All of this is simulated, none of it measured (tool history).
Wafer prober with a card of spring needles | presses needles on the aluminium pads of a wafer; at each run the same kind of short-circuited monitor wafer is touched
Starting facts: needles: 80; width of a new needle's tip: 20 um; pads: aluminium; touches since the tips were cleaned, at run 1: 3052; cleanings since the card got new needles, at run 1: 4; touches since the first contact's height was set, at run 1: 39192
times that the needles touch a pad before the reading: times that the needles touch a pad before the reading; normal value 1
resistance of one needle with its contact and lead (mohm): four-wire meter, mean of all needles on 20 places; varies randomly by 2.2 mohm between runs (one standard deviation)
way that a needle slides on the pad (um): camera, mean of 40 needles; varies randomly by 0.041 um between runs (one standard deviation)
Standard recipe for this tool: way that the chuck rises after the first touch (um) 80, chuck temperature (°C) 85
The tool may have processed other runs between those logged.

| run | hour | way that the chuck rises after the first touch (um) | chuck temperature (°C) | times that the needles touch a pad before the reading | touches since the tips were cleaned | cleanings since the card got new needles | touches since the first contact's height was set | resistance of one needle with its contact and lead (mohm) | way that a needle slides on the pad (um) |
|---|---|---|---|---|---|---|---|---|---|
| 1 | 0.0 | 80 | 85 | 1 | 3052 | 4 | 39192 | 343 | 22.21 |
| 2 | 14.0 | 80 | 85 | 1 | 6871 | 4 | 43011 | 366 | 22.22 |
|  | 18.1 | tips cleaned on abrasive film |
| 3 | 29.3 | 80 | 85 | 1 | 3034 | 5 | 47140 | 332 | 22.24 |
| 4 | 42.5 | 80 | 85 | 1 | 6636 | 5 | 50742 | 359 | 22.20 |
|  | 47.4 | tips cleaned on abrasive film |
| 5 | 54.6 | 70 | 85 | 1 | 1959 | 6 | 54015 | 345 | 19.34 |
| 6 | 67.7 | 70 | 85 | 1 | 5534 | 6 | 57590 | 391 | 19.37 |
|  | 76.5 | tips cleaned on abrasive film |
| 7 | 86.1 | 80 | 85 | 1 | 2627 | 7 | 62569 | 326 | 22.14 |
| 8 | 96.4 | 80 | 85 | 1 | 5423 | 7 | 65365 | 363 | 22.06 |
|  | 105.3 | tips cleaned on abrasive film |
| 9 | 106.4 | 80 | 85 | 1 | 300 | 8 | 68080 | 266 | 22.12 |
| 10 | 123.4 | 80 | 85 | 1 | 4926 | 8 | 72706 | 353 | 22.06 |
|  | 134.1 | tips cleaned on abrasive film |
| 11 | 141.0 | 64 | 85 | 1 | 1878 | 9 | 77476 | 361 | 17.58 |
| 12 | 153.7 | 65 | 117 | 1 | 5326 | 9 | 80924 | 419 | 17.91 |
| 13 | 161.9 | 95 | 85 | 1 | 7563 | 9 | 83161 | 329 | 26.24 |
|  | 163.0 | tips cleaned on abrasive film |
| 14 | 175.9 | 95 | 85 | 1 | 3523 | 10 | 86953 | 315 | 26.20 |
| 15 | 183.8 | 80 | 85 | 1 | 5674 | 10 | 89104 | 363 | 22.08 |
|  | 192.2 | tips cleaned on abrasive film |
| 16 | 192.2 | 76 | 27 | 1 | 0 | 11 | 91351 | 247 | 20.87 |
| 17 | 210.1 | 94 | 30 | 1 | 4888 | 11 | 96239 | 316 | 25.95 |
| 18 | 218.8 | 94 | 31 | 1 | 7256 | 11 | 98607 | 329 | 25.91 |
|  | 222.2 | tips cleaned on abrasive film |
| 19 | 234.9 | 94 | 80 | 1 | 3466 | 12 | 102968 | 315 | 25.98 |

Predict each of these 4 candidate next runs independently; none follows another, all start after run 19:
| A | 247.9 | 62 | 51 | 1 | 7009 | 12 | 106511 | ? | ? |
| B | 247.9 | 94 | 28 | 1 | 7009 | 12 | 106511 | ? | ? |
| C | 247.9 | 80 | 87 | 1 | 7009 | 12 | 106511 | ? | ? |
| D | 247.9 | 68 | 30 | 3 | 7009 | 12 | 106511 | ? | ? |

| run | resistance of one needle with its contact and lead (mohm) | way that a needle slides on the pad (um) |
|---|---|---|
| A | 441 | 16.97 |
| B | 329 | 25.93 |
| C | 365 | 22.05 |
| D | 301 | 18.66 |
The same runs, with their run-to-run variation unchanged, on a tool lacking any hidden condition would have given:
| run | resistance of one needle with its contact and lead (mohm) | way that a needle slides on the pad (um) |
|---|---|---|
| A | 241 | 17.32 |
| B | 232 | 26.28 |
| C | 248 | 22.40 |
| D | 238 | 19.01 |
